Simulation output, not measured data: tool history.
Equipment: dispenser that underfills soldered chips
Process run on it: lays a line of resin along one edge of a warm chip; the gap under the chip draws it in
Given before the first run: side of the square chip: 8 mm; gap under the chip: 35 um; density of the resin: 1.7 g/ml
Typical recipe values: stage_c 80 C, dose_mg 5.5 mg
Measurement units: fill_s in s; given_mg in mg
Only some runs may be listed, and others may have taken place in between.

| run | hour | stage_c | dose_mg | fill_s | given_mg |
|---|---|---|---|---|---|
| 1 | 0 | 80 | 5.5 | 160.7 | 5.42 |
| 2 | 3 | 80 | 5.5 | 191.4 | 5.39 |
|  | 6.8 | new syringe of resin |
| 3 | 8.2 | 80 | 5.5 | 169.7 | 5.42 |
| 4 | 12.6 | 80 | 5.5 | 219.3 | 5.44 |
|  | 14.3 | new syringe of resin |
| 5 | 16.2 | 67 | 5.5 | 298.5 | 5.41 |
| 6 | 19.9 | 80 | 5.5 | 216.1 | 5.43 |
|  | 21.6 | new syringe of resin |
| 7 | 24.2 | 80 | 5.5 | 186.4 | 5.37 |
| 8 | 28.2 | 80 | 5.5 | 230 | 5.39 |
|  | 29 | new syringe of resin |
| 9 | 32 | 80 | 5.5 | 182.2 | 5.45 |
|  | 36.3 | new syringe of resin |
| 10 | 36.6 | 80 | 5.5 | 155.7 | 5.37 |
| 11 | 41.5 | 95 | 5.5 | 116.9 | 5.34 |
|  | 43.6 | new syringe of resin |
| 12 | 44.2 | 95 | 5.5 | 90 | 5.33 |
| 13 | 46.9 | 95 | 5.5 | 106.6 | 5.36 |
| 14 | 49.9 | 95 | 5.5 | 126.2 | 5.35 |
|  | 50.9 | new syringe of resin |
| 15 | 54.5 | 71 | 7.02 | 265.7 | 6.83 |
|  | 58.5 | new syringe of resin |
| 16 | 59.6 | 68 | 5.5 | 275.6 | 5.41 |
| 17 | 63.3 | 73 | 6.01 | 272.5 | 5.78 |
|  | 66.1 | new syringe of resin |
| 18 | 67.4 | 93 | 6.65 | 95.9 | 6.42 |
| 19 | 72.4 | 77 | 5.03 | 259.1 | 4.86 |
|  | 73.3 | new syringe of resin |
| 20 | 74.9 | 77 | 5.03 | 193.6 | 4.9 |
| 21 | 79.9 | 79 | 5.5 | 234.3 | 5.32 |
|  | 80.7 | new syringe of resin |
| 22 | 84.3 | 72 | 5.5 | 269.5 | 5.29 |

Run by run, hidden condition taken away, random variation retained:
The tool's hidden condition here consists of: resin's viscosity, % of fresh resin's; dose that the valve gives, % of what is set; true chip temperature over the reading, C; drift of the gauge itself on fill_s, %; drift of the gauge itself on given_mg, %.
| run | fill_s | given_mg |
|---|---|---|
| 1 | 160.8 | 5.5 |
| 2 | 160.4 | 5.47 |
| 3 | 159.5 | 5.51 |
| 4 | 158.5 | 5.54 |
| 5 | 275 | 5.51 |
| 6 | 159.7 | 5.53 |
| 7 | 162.7 | 5.49 |
| 8 | 157.9 | 5.51 |
| 9 | 160.5 | 5.58 |
| 10 | 157.4 | 5.5 |
| 11 | 88 | 5.48 |
| 12 | 88.5 | 5.47 |
| 13 | 89.3 | 5.51 |
| 14 | 88.4 | 5.5 |
| 15 | 227 | 7.03 |
| 16 | 265.6 | 5.57 |
| 17 | 210.7 | 5.97 |
| 18 | 92.4 | 6.62 |
| 19 | 184.3 | 5.02 |
| 20 | 184.8 | 5.06 |
| 21 | 165.8 | 5.51 |
| 22 | 223 | 5.48 |

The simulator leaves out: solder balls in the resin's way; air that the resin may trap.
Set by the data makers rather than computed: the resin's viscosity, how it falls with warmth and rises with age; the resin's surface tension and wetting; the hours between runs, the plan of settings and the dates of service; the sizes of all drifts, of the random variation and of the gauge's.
